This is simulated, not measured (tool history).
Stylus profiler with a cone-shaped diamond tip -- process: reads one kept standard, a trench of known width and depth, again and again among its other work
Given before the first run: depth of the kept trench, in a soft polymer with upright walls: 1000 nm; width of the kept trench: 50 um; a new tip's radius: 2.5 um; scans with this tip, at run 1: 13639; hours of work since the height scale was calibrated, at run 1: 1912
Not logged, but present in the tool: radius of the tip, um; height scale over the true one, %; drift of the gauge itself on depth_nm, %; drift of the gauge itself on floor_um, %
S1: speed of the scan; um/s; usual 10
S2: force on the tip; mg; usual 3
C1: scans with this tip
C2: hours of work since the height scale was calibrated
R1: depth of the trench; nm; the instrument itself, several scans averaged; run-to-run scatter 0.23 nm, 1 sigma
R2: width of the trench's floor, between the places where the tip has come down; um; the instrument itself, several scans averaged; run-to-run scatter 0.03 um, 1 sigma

| run | hour | S1 | S2 | C1 | C2 | R1 | R2 |
|---|---|---|---|---|---|---|---|
| 1 | 0 | 10 | 3 | 13639 | 1912 | 1013.52 | 45.95 |
| 2 | 113.7 | 2 | 3 | 14004 | 1963 | 1013.27 | 46.03 |
| 3 | 217.4 | 2 | 3 | 14336 | 2010 | 1013.02 | 46 |
| 4 | 284.8 | 10 | 5.21 | 14552 | 2040 | 1019.55 | 45.97 |
|  | 421.7 | height scale calibrated on a step standard |
| 5 | 421.7 | 10 | 2.15 | 14989 | 0 | 1010.93 | 45.91 |
| 6 | 539.9 | 10 | 2.15 | 15368 | 53 | 1010.53 | 45.93 |
| 7 | 641.1 | 10 | 2.15 | 15692 | 99 | 1010.79 | 45.87 |
| 8 | 732.4 | 10 | 3 | 15985 | 140 | 1013.46 | 45.99 |
| 9 | 836.8 | 10 | 3 | 16319 | 186 | 1013.51 | 45.94 |
| 10 | 933.1 | 16 | 3 | 16628 | 230 | 1013.63 | 45.88 |
| 11 | 997.3 | 16 | 3 | 16833 | 259 | 1013.4 | 45.86 |
| 12 | 1091.4 | 25 | 3 | 17135 | 301 | 1013.07 | 45.79 |
| 13 | 1203.2 | 25 | 3 | 17493 | 351 | 1013.53 | 45.85 |
| 14 | 1335.5 | 25 | 3 | 17917 | 410 | 1013.64 | 45.84 |
| 15 | 1413.7 | 25 | 3 | 18168 | 446 | 1013.11 | 45.86 |
| 16 | 1557.3 | 10 | 3 | 18628 | 510 | 1013.09 | 45.99 |
| 17 | 1674.8 | 10 | 3 | 19004 | 563 | 1013.21 | 45.97 |
| 18 | 1772.5 | 10 | 3 | 19317 | 607 | 1013.27 | 45.98 |
| 19 | 1835.6 | 10 | 3 | 19519 | 635 | 1013.63 | 45.95 |
| 20 | 1957.1 | 10 | 3 | 19909 | 690 | 1013.44 | 45.94 |
| 21 | 2042.8 | 10 | 3 | 20183 | 728 | 1013.58 | 45.9 |
| 22 | 2146.3 | 10 | 3 | 20515 | 775 | 1013.6 | 45.94 |
| 23 | 2288.7 | 12 | 3 | 20971 | 839 | 1013.62 | 45.92 |
| 24 | 2374.6 | 14 | 1.42 | 21246 | 877 | 1008.05 | 45.95 |
| 25 | 2473.2 | 14 | 1.42 | 21562 | 921 | 1008.32 | 45.89 |

Run 26, settings as shown, results not yet in. Your forecast:
| 26 | 2534.8 | 19 | 1.42 | 21760 | 949 | ? | ? |

Run 26 yielded R1 1007.73 nm, R2 45.8 um.
With no hidden state in the tool, this same run would have given R1 1007.72 nm, R2 45.81 um.
